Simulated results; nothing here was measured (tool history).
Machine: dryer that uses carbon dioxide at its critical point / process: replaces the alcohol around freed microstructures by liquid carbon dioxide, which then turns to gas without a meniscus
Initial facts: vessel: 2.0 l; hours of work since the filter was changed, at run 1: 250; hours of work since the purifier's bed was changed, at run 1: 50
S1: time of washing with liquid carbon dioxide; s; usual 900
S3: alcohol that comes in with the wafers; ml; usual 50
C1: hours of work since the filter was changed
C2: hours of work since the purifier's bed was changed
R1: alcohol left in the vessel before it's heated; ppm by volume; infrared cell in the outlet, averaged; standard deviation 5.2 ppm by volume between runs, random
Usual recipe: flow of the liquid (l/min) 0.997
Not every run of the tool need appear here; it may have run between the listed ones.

run 1 hour=0.0 | S1=900 flow_of_the_liquid_(l/min)=0.997 S3=50 | C1=250 C2=50 | R1=192
run 2 hour=11.4 | S1=900 flow_of_the_liquid_(l/min)=0.997 S3=50 | C1=256 C2=55 | R1=196
run 3 hour=23.4 | S1=900 flow_of_the_liquid_(l/min)=0.997 S3=50 | C1=261 C2=60 | R1=198
run 4 hour=34.7 | S1=900 flow_of_the_liquid_(l/min)=0.997 S3=50 | C1=266 C2=66 | R1=201
run 5 hour=45.0 | S1=900 flow_of_the_liquid_(l/min)=0.997 S3=25 | C1=271 C2=70 | R1=114
run 6 hour=57.6 | S1=660 flow_of_the_liquid_(l/min)=0.997 S3=25 | C1=276 C2=76 | R1=365
run 7 hour=69.4 | S1=660 flow_of_the_liquid_(l/min)=0.997 S3=25 | C1=282 C2=81 | R1=355
run 8 hour=77.8 | S1=1020 flow_of_the_liquid_(l/min)=0.997 S3=25 | C1=285 C2=85 | R1=65
run 9 hour=86.0 | S1=1020 flow_of_the_liquid_(l/min)=0.997 S3=25 | C1=289 C2=89 | R1=71
run 10 hour=95.8 | S1=900 flow_of_the_liquid_(l/min)=1.375 S3=50 | C1=293 C2=93 | R1=49
run 11 hour=105.0 | S1=900 flow_of_the_liquid_(l/min)=0.997 S3=50 | C1=298 C2=97 | R1=216
run 12 hour=112.2 | S1=900 flow_of_the_liquid_(l/min)=0.997 S3=50 | C1=301 C2=100 | R1=205
run 13 hour=120.8 | S1=900 flow_of_the_liquid_(l/min)=1.478 S3=50 | C1=305 C2=104 | R1=35
run 14 hour=134.2 | S1=900 flow_of_the_liquid_(l/min)=1.478 S3=50 | C1=311 C2=110 | R1=37
run 15 hour=140.6 | S1=900 flow_of_the_liquid_(l/min)=1.478 S3=50 | C1=313 C2=113 | R1=47
run 16 hour=147.8 | S1=900 flow_of_the_liquid_(l/min)=1.478 S3=50 | C1=317 C2=116 | R1=38
run 17 hour=156.8 | S1=660 flow_of_the_liquid_(l/min)=0.897 S3=55 | C1=321 C2=120 | R1=1169
run 18 hour=170.4 | S1=900 flow_of_the_liquid_(l/min)=1.509 S3=52 | C1=327 C2=126 | R1=39
run 19 hour=182.8 | S1=1020 flow_of_the_liquid_(l/min)=0.997 S3=50 | C1=332 C2=132 | R1=132
run 20 hour=195.6 | S1=720 flow_of_the_liquid_(l/min)=0.885 S3=50 | C1=338 C2=138 | R1=902
run 21 hour=206.1 | S1=1380 flow_of_the_liquid_(l/min)=1.451 S3=47 | C1=343 C2=142 | R1=25
run 22 hour=215.0 | S1=720 flow_of_the_liquid_(l/min)=0.623 S3=50 | C1=347 C2=146 | R1=2444
run 23 hour=223.7 | S1=840 flow_of_the_liquid_(l/min)=0.904 S3=50 | C1=351 C2=150 | R1=467
run 24 hour=231.8 | S1=720 flow_of_the_liquid_(l/min)=1.673 S3=85 | C1=354 C2=154 | R1=94
run 25 hour=238.6 | S1=720 flow_of_the_liquid_(l/min)=1.673 S3=85 | C1=357 C2=157 | R1=87
run 26 hour=245.1 | S1=720 flow_of_the_liquid_(l/min)=1.673 S3=85 | C1=360 C2=160 | R1=96
run 27 hour=256.2 | S1=960 flow_of_the_liquid_(l/min)=1.673 S3=85 | C1=365 C2=165 | R1=34
-- hour=260.9 inlet filter changed
run 28 hour=262.9 | S1=960 flow_of_the_liquid_(l/min)=1.673 S3=85 | C1=1 C2=167 | R1=33
run 29 hour=270.1 | S1=960 flow_of_the_liquid_(l/min)=1.673 S3=85 | C1=4 C2=171 | R1=25
run 30 hour=276.3 | S1=660 flow_of_the_liquid_(l/min)=0.885 S3=35 | C1=7 C2=173 | R1=532

Results per run with the tool's hidden condition removed, run-to-run variation unchanged:
The tool's hidden condition here consists of: flow that reaches the vessel past the clogged filter, %; alcohol in the recycled carbon dioxide, ppm; drift of the gauge itself on alcohol_ppm, %.
run=1 R1=108
run=2 R1=109
run=3 R1=108
run=4 R1=109
run=5 R1=62
run=6 R1=230
run=7 R1=218
run=8 R1=28
run=9 R1=34
run=10 R1=19
run=11 R1=106
run=12 R1=97
run=13 R1=10
run=14 R1=11
run=15 R1=21
run=16 R1=10
run=17 R1=730
run=18 R1=11
run=19 R1=53
run=20 R1=527
run=21 R1=5
run=22 R1=1678
run=23 R1=238
run=24 R1=31
run=25 R1=22
run=26 R1=29
run=27 R1=5
run=28 R1=10
run=29 R1=1
run=30 R1=492
